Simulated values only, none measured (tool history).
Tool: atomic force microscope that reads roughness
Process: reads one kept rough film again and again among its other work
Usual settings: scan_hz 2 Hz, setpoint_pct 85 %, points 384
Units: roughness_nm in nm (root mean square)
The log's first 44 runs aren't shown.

run,hour,scan_hz,setpoint_pct,points,pictures with this tip,hours of work since the height scale was calibrated,roughness_nm
45,557.7,0.57,58,305,231,87,1.32
46,571,1.52,58,305,256,95,1.302
47,587.5,1.52,58,305,287,105,1.3
48,603.9,0.76,85,384,317,115,1.259
49,618.3,3.08,85,384,344,123,1.096
50,626,2,62,467,358,128,1.272
# hour 635.1: new tip fitted
51,640.8,2.79,63,489,11,137,1.292
52,651.2,0.71,88,489,30,143,1.292
53,663.7,0.92,79,307,54,150,1.289

Forecast each of these 3 alternatives for the next run:
A,679.2,3.48,77,478,83,160,?
B,679.2,0.99,71,307,83,160,?
C,679.2,2,85,263,83,160,?

run,roughness_nm
A,1.166
B,1.306
C,1.18
Without the tool's hidden state the same runs would have given:
run,roughness_nm
A,1.171
B,1.312
C,1.185
